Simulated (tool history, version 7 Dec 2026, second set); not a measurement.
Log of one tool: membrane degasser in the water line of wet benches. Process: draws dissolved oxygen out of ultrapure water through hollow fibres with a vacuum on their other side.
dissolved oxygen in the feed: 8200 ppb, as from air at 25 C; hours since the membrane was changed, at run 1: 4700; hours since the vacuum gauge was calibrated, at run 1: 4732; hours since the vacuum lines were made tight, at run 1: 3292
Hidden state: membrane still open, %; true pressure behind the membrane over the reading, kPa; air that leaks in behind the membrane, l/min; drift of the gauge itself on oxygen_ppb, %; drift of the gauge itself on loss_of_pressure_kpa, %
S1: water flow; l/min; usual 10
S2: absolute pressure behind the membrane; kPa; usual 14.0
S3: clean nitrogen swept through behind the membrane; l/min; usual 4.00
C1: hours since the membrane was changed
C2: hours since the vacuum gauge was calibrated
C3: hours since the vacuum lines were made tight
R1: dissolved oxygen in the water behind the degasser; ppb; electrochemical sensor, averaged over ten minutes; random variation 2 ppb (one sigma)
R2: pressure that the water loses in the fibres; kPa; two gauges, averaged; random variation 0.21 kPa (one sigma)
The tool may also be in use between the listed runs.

run,hour,S1,S2,S3,C1,C2,C3,R1,R2
1,0.0,10,14.0,4.00,4700,4732,3292,218.3,49.88
2,57.2,10,14.0,4.00,4757,4789,3349,220.0,49.79
3,181.9,10,14.0,4.00,4882,4914,3474,217.7,50.31
4,312.9,10,14.0,4.00,5013,5045,3605,222.7,50.51
5,423.6,10,14.0,4.00,5123,5156,3715,223.8,50.06
6,545.4,10,32.3,4.00,5245,5278,3837,332.4,50.32
7,642.6,6,14.0,4.00,5342,5375,3934,61.8,30.09
8,758.1,10,14.0,4.00,5458,5490,4050,219.8,50.43
9,841.0,10,13.4,4.00,5541,5573,4133,220.7,50.25
10,934.5,10,13.4,4.00,5634,5667,4226,220.8,50.17
11,1052.1,14,24.5,5.72,5752,5784,4344,526.9,70.91
12,1114.3,14,24.5,5.72,5814,5846,4406,531.7,70.61
13,1238.2,6,14.0,5.69,5938,5970,4530,49.8,30.16
14,1331.0,14,25.6,10.97,6031,6063,4623,485.8,70.45
15,1432.1,14,25.6,10.97,6132,6164,4724,484.0,70.63
16,1518.6,10,25.4,11.62,6218,6251,4810,203.9,50.79
17,1625.3,10,25.4,11.62,6325,6357,4917,204.5,50.80
18,1719.9,10,25.4,11.62,6419,6452,5012,211.2,50.74
19,1846.8,10,25.4,11.62,6546,6579,5139,212.3,50.85
20,1918.0,8,14.0,4.53,6618,6650,5210,122.6,40.45

Forecast each of these 5 alternatives for the next run:
A,2011.0,6,32.9,4.00,6711,6743,5303,?,?
B,2011.0,11,18.4,4.29,6711,6743,5303,?,?
C,2011.0,8,32.4,5.18,6711,6743,5303,?,?
D,2011.0,10,15.7,4.00,6711,6743,5303,?,?
E,2011.0,10,14.0,1.96,6711,6743,5303,?,?

run,R1,R2
A,135.4,30.39
B,305.6,56.25
C,189.4,40.76
D,236.3,50.38
E,293.1,51.06
Without the tool's hidden state the same runs would have given:
run,R1,R2
A,125.6,28.83
B,266.0,53.36
C,169.7,38.67
D,204.0,47.78
E,259.4,48.44

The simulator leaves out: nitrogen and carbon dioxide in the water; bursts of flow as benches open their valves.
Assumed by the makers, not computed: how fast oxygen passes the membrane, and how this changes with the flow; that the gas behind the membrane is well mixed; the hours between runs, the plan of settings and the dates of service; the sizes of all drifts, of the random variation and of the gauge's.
